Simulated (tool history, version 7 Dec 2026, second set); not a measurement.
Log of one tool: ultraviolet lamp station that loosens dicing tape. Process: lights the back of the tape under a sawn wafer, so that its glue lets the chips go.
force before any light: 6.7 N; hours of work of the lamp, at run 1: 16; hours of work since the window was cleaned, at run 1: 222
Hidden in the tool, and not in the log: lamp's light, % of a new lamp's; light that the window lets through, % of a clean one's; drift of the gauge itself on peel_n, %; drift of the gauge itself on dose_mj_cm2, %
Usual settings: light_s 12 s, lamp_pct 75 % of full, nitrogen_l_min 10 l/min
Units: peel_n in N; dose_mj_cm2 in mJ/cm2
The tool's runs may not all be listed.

run	hour	light_s	lamp_pct	nitrogen_l_min	hours of work of the lamp	hours of work since the window was cleaned	peel_n	dose_mj_cm2
1	0.0	12	75	10	16	222	1.025	370
2	25.0	12	75	10	34	240	1.070	365
3	46.6	12	75	10	49	255	1.063	364
4	69.5	12	75	19	66	271	0.828	359
5	84.3	12	67	10	76	282	1.315	317
6	113.6	12	75	10	97	302	1.126	350
7	137.0	12	75	10	114	319	1.212	349
8	168.0	12	75	10	136	341	1.189	338
9	193.2	13	76	7	153	359	1.196	369
10	219.0	6	82	17	172	377	2.289	183
11	232.0	12	75	14	181	386	1.076	335
12	246.9	12	75	14	191	397	1.116	331
13	263.1	8	75	7	203	408	2.396	220

Forecast each of these 5 alternatives for the next run:
# hour 279.8: window cleaned of glue's vapour
A	293.9	16	64	7	224	10	?	?
# hour 279.8: window cleaned of glue's vapour
B	293.9	19	76	15	224	10	?	?
# hour 279.8: window cleaned of glue's vapour
C	293.9	8	74	7	224	10	?	?
# hour 279.8: window cleaned of glue's vapour
D	293.9	8	93	7	224	10	?	?
# hour 279.8: window cleaned of glue's vapour
E	293.9	9	90	11	224	10	?	?

run	peel_n	dose_mj_cm2
A	0.906	445
B	0.320	624
C	2.014	256
D	1.563	324
E	1.053	345
Without the tool's hidden state the same runs would have given:
run	peel_n	dose_mj_cm2
A	0.836	466
B	0.294	652
C	1.911	267
D	1.466	339
E	0.977	361

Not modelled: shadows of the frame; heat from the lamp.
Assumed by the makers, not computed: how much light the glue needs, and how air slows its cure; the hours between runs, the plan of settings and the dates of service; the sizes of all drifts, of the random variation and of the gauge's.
